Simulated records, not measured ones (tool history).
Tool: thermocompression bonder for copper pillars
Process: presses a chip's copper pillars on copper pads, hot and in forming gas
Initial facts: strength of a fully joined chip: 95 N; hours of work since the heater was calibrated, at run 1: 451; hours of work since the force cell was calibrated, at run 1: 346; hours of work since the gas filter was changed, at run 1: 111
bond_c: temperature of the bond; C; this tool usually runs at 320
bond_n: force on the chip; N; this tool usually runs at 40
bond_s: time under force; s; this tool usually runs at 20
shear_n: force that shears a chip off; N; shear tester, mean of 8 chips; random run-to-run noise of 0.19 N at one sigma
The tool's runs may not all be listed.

run,hour,bond_c,bond_n,bond_s,hours of work since the heater was calibrated,hours of work since the force cell was calibrated,hours of work since the gas filter was changed,shear_n
1,0,320,40,20,451,346,111,54.2
2,54.2,320,40,20,490,385,150,53.9
3,90,320,40,20,515,410,176,54
# hour 123.1: forming gas filter changed
4,123.1,305,40,20,539,434,0,48.6
5,169.6,305,40,20,572,467,33,48.1
6,204.6,320,29,20,597,492,58,44.9
7,239.3,320,29,20,622,517,83,45.1
8,264,320,29,20,640,535,101,45
9,287.5,320,40,20,657,551,118,54.3
10,311.8,320,40,20,674,569,135,54
11,347.5,320,40,20,699,594,161,54.3
12,398,320,40,21,736,630,197,55.3
# hour 400.8: forming gas filter changed
13,452.2,320,40,21,774,669,37,55.2
14,494.5,320,40,21,804,699,67,55.2
15,536.3,320,40,20,834,729,97,54.4
16,560.9,295,40,20,852,747,115,44.4
17,584.7,295,40,20,869,764,132,44.3
18,622.2,295,40,20,896,791,159,44.1
19,667.1,295,40,20,928,823,191,44.2
# hour 678.1: forming gas filter changed
20,719,295,40,20,965,860,29,44.7
# hour 734.1: heater calibrated with a thermocouple chip
21,746,299,27,20,8,878,47,35.5
22,772.5,303,27,15,28,897,66,32.8
23,805.8,303,27,15,51,920,90,32.8
24,840.2,303,27,16,76,945,115,33.5
25,879.3,309,44,43,104,973,143,65.8
26,909.4,348,60,43,126,995,164,86.9
27,940.1,296,60,32,148,1017,186,64.9
# hour 959.2: forming gas filter changed
28,981.8,296,60,32,177,1046,16,64.6
29,1021.1,296,60,32,205,1074,44,64.8
30,1065.7,296,41,20,237,1106,76,45.3
31,1110,296,41,20,269,1138,108,45.6
32,1137.1,323,40,33,288,1157,127,63.9
33,1169.3,347,40,20,311,1180,150,64.7
34,1193.7,347,40,20,329,1198,168,64.5
# hour 1235.9: forming gas filter changed
35,1239.9,347,40,20,362,1231,3,65.1
36,1262.1,341,26,16,377,1246,19,46
37,1307.1,341,26,16,410,1279,51,45.8
38,1334.4,341,48,38,429,1298,71,78.3

How the hidden state differs across the entries between the runs, from the last listed run before each to the first after it:
Run 3 -> run 4: forming gas filter changed (hour 123.1)
  oxide that the forming gas leaves, % of the face: 0.8 -> 0.5
Run 12 -> run 13: forming gas filter changed (hour 400.8)
  oxide that the forming gas leaves, % of the face: 0.8 -> 0.56
Run 19 -> run 20: forming gas filter changed (hour 678.1)
  oxide that the forming gas leaves, % of the face: 0.78 -> 0.55
Run 20 -> run 21: heater calibrated with a thermocouple chip (hour 734.1)
  true temperature of the bond over the reading, C: 0.3 -> 0; oxide that the forming gas leaves, % of the face: 0.55 -> 0.57
Run 27 -> run 28: forming gas filter changed (hour 959.2)
  oxide that the forming gas leaves, % of the face: 0.78 -> 0.53
Run 34 -> run 35: forming gas filter changed (hour 1235.9)
  oxide that the forming gas leaves, % of the face: 0.75 -> 0.51
